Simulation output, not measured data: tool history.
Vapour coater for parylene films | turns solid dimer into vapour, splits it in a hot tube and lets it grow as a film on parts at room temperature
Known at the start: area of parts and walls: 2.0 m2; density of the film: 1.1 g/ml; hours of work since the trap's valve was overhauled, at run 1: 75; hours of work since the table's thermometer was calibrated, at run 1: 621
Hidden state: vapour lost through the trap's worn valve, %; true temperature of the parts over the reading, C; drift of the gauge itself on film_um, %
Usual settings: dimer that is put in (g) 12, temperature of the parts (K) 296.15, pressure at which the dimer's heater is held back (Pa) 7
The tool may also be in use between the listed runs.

run,hour,dimer that is put in (g),temperature of the parts (K),pressure at which the dimer's heater is held back (Pa),hours of work since the trap's valve was overhauled,hours of work since the table's thermometer was calibrated,thickness of the film (µm)
1,0,12,296.15,7,75,621,3.5
2,17.8,12,296.15,7,90,636,3.41
3,33.2,12,296.15,7,103,649,3.38
4,60.4,12,296.15,7,126,672,3.35
5,76.2,12,296.15,7,139,685,3.37
6,89.7,12,294.15,7,151,697,3.65
7,117.5,12,294.15,7,175,720,3.68
# hour 120.9: table's thermometer calibrated
8,137.4,12,296.15,5.16,191,14,3.56
9,169.9,12,296.15,5.16,218,42,3.5
10,192.6,7,298.15,3.66,237,61,2.06
11,213.8,13,298.15,6.24,255,79,3.39
# hour 237: table's thermometer calibrated, once more
12,243.3,8,300.15,9.44,280,5,1.68
13,267.7,15,296.15,8.97,300,26,3.81
14,287.8,14,293.15,8.97,318,43,4.06
# hour 321.2: trap's valve overhauled
15,321.3,14,293.15,8.97,0,68,4.45
16,348.5,14,293.15,8.97,23,91,4.39
17,362.3,14,293.15,8.97,35,103,4.41
18,383.2,14,293.15,8.97,53,121,4.38

Forecast each of these 5 alternatives for the next run:
A,412.9,12,293.15,8.97,78,146,?
B,412.9,6,297.15,2.22,78,146,?
C,412.9,22,293.15,5.75,78,146,?
D,412.9,21,294.15,5.08,78,146,?
E,412.9,12,307.15,7.31,78,146,?

run,thickness of the film (µm)
A,3.71
B,2.13
C,7.57
D,7.15
E,2.09
Without the tool's hidden state the same runs would have given:
run,thickness of the film (µm)
A,3.78
B,2.17
C,7.73
D,7.3
E,2.14
